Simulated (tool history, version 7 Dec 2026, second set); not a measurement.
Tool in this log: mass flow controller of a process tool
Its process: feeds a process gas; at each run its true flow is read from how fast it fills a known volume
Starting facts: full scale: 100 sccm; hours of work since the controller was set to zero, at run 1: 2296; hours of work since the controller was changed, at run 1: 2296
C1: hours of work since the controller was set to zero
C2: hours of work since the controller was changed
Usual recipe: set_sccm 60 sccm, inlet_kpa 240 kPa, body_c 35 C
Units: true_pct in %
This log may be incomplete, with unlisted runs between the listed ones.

run 1 day=0.000 | set_sccm=60 inlet_kpa=240 body_c=35 | C1=2296 C2=2296 | true_pct=97.96
run 2 day=5.133 | set_sccm=60 inlet_kpa=240 body_c=37 | C1=2395 C2=2395 | true_pct=97.49
run 3 day=14.579 | set_sccm=60 inlet_kpa=240 body_c=37 | C1=2576 C2=2576 | true_pct=97.61
run 4 day=20.267 | set_sccm=60 inlet_kpa=240 body_c=35 | C1=2685 C2=2685 | true_pct=97.73
run 5 day=27.058 | set_sccm=60 inlet_kpa=240 body_c=35 | C1=2815 C2=2815 | true_pct=97.81
run 6 day=35.758 | set_sccm=60 inlet_kpa=240 body_c=35 | C1=2982 C2=2982 | true_pct=97.90
run 7 day=42.767 | set_sccm=60 inlet_kpa=240 body_c=35 | C1=3116 C2=3116 | true_pct=97.86
run 8 day=47.750 | set_sccm=60 inlet_kpa=240 body_c=35 | C1=3212 C2=3212 | true_pct=97.58
run 9 day=58.271 | set_sccm=60 inlet_kpa=240 body_c=35 | C1=3414 C2=3414 | true_pct=97.75
run 10 day=63.742 | set_sccm=18 inlet_kpa=240 body_c=35 | C1=3519 C2=3519 | true_pct=97.01
run 11 day=71.650 | set_sccm=18 inlet_kpa=240 body_c=35 | C1=3670 C2=3670 | true_pct=96.84
run 12 day=78.079 | set_sccm=18 inlet_kpa=240 body_c=35 | C1=3794 C2=3794 | true_pct=96.98
run 13 day=88.150 | set_sccm=18 inlet_kpa=240 body_c=35 | C1=3987 C2=3987 | true_pct=96.95
run 14 day=95.200 | set_sccm=18 inlet_kpa=240 body_c=35 | C1=4122 C2=4122 | true_pct=96.86
run 15 day=105.438 | set_sccm=60 inlet_kpa=240 body_c=20 | C1=4318 C2=4318 | true_pct=99.24
run 16 day=112.333 | set_sccm=22 inlet_kpa=240 body_c=29 | C1=4451 C2=4451 | true_pct=97.59
run 17 day=118.200 | set_sccm=22 inlet_kpa=240 body_c=29 | C1=4563 C2=4563 | true_pct=97.71
run 18 day=125.000 | set_sccm=22 inlet_kpa=240 body_c=29 | C1=4694 C2=4694 | true_pct=97.66

The next listed run, before its measurement:
run 19 day=131.304 | set_sccm=17 inlet_kpa=150 body_c=32 | C1=4814 C2=4814 | true_pct=?

true_pct: 97.70 %
Take away the tool's hidden state, keep the run-to-run variation as it was, and the same run would have given true_pct 98.03 %.

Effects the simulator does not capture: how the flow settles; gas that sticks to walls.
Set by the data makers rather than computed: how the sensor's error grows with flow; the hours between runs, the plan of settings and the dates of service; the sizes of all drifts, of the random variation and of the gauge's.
